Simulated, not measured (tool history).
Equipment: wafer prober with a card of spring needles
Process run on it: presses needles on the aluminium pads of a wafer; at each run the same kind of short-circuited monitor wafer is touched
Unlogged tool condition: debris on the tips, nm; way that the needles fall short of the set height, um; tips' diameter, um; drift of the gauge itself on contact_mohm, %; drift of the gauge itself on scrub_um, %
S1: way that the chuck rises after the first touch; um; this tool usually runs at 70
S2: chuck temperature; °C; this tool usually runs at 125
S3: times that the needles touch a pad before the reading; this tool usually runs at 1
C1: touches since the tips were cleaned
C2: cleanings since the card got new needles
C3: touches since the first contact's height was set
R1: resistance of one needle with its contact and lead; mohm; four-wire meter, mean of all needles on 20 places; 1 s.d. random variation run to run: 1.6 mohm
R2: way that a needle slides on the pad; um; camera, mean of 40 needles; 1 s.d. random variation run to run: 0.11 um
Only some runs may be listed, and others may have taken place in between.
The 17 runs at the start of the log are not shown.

run   hour  S1   S2  S3    C1  C2     C3   R1     R2
     194.8  -- tips cleaned on abrasive film
 18  205.8  70  125   1  2277  13  51533  188  15.46
     213.4  -- tips cleaned on abrasive film
 19  216.2  60  125   2   576  14  53660  172  13.45
     231.7  -- tips cleaned on abrasive film
 20  233.5  58   42   1   385  15  57237  164  13.06
     249.5  -- tips cleaned on abrasive film
 21  249.5  57   80   1     0  16  60522  161  12.61
 22  259.1  57   80   1  1981  16  62503  193  12.66
 23  266.2  57   80   1  3463  16  63985  212  12.60
     267.4  -- tips cleaned on abrasive film
 24  282.8  81   74   2  3170  17  67385  172  18.10
     285.3  -- tips cleaned on abrasive film
 25  296.6  54   26   1  2327  18  70220  197  12.07

Expected results for the next run?
     303.8  -- tips cleaned on abrasive film
 26  306.2  70  52   2  484  19  72189   ?   ?

{"run 26": {"R1": 157, "R2": 15.75}}
Minus the tool's unlogged condition, the same run would have read R1 150 mohm, R2 16.22 um.
